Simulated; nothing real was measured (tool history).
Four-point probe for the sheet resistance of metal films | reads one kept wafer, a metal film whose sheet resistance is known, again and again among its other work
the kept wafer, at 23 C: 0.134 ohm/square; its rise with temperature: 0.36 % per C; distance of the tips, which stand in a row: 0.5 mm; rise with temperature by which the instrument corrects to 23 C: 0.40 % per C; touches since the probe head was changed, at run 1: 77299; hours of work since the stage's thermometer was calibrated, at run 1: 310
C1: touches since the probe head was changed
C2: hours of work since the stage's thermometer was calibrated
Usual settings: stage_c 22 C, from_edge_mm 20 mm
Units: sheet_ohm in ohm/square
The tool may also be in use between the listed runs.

{"run": 1, "hour": 0.0, "stage_c": 22, "from_edge_mm": 20, "C1": 77299, "C2": 310, "sheet_ohm": 0.133087}
{"run": 2, "hour": 63.7, "stage_c": 22, "from_edge_mm": 20, "C1": 79603, "C2": 351, "sheet_ohm": 0.133073}
{"run": 3, "hour": 129.3, "stage_c": 22, "from_edge_mm": 20, "C1": 81978, "C2": 394, "sheet_ohm": 0.133089}
{"run": 4, "hour": 185.3, "stage_c": 22, "from_edge_mm": 20, "C1": 84005, "C2": 430, "sheet_ohm": 0.133027}
{"run": 5, "hour": 247.9, "stage_c": 22, "from_edge_mm": 20, "C1": 86271, "C2": 471, "sheet_ohm": 0.133016}
{"run": 6, "hour": 325.2, "stage_c": 22, "from_edge_mm": 20, "C1": 89070, "C2": 521, "sheet_ohm": 0.132957}
{"run": 7, "hour": 384.5, "stage_c": 22, "from_edge_mm": 20, "C1": 91217, "C2": 560, "sheet_ohm": 0.132874}
{"run": 8, "hour": 459.6, "stage_c": 22, "from_edge_mm": 20, "C1": 93935, "C2": 609, "sheet_ohm": 0.132914}
{"run": 9, "hour": 521.6, "stage_c": 22, "from_edge_mm": 10, "C1": 96178, "C2": 649, "sheet_ohm": 0.133025}
{"run": 10, "hour": 572.2, "stage_c": 22, "from_edge_mm": 21, "C1": 98009, "C2": 682, "sheet_ohm": 0.132871}
{"run": 11, "hour": 620.5, "stage_c": 22, "from_edge_mm": 58, "C1": 99758, "C2": 713, "sheet_ohm": 0.132777}
{"run": 12, "hour": 695.6, "stage_c": 23, "from_edge_mm": 4, "C1": 102474, "C2": 762, "sheet_ohm": 0.133775}
{"run": 13, "hour": 738.6, "stage_c": 19, "from_edge_mm": 19, "C1": 104032, "C2": 790, "sheet_ohm": 0.132944}
{"hour": 743.2, "done": "new probe head fitted"}
{"run": 14, "hour": 803.3, "stage_c": 22, "from_edge_mm": 70, "C1": 2174, "C2": 832, "sheet_ohm": 0.133698}
{"run": 15, "hour": 862.9, "stage_c": 21, "from_edge_mm": 11, "C1": 4331, "C2": 871, "sheet_ohm": 0.133858}
{"run": 16, "hour": 905.4, "stage_c": 28, "from_edge_mm": 15, "C1": 5870, "C2": 898, "sheet_ohm": 0.133452}
{"run": 17, "hour": 970.9, "stage_c": 22, "from_edge_mm": 5, "C1": 8241, "C2": 941, "sheet_ohm": 0.134328}
{"run": 18, "hour": 1010.6, "stage_c": 29, "from_edge_mm": 4, "C1": 9676, "C2": 967, "sheet_ohm": 0.134324}
{"run": 19, "hour": 1059.2, "stage_c": 29, "from_edge_mm": 4, "C1": 11436, "C2": 998, "sheet_ohm": 0.134291}

Run 20 comes next. What will it give?
{"run": 20, "hour": 1117.5, "stage_c": 29, "from_edge_mm": 4, "C1": 13545, "C2": 1036, "sheet_ohm": "?"}

{"run 20": {"sheet_ohm": 0.134271}}
Without the tool's hidden state the same run would have given sheet_ohm 0.134804 ohm/square.
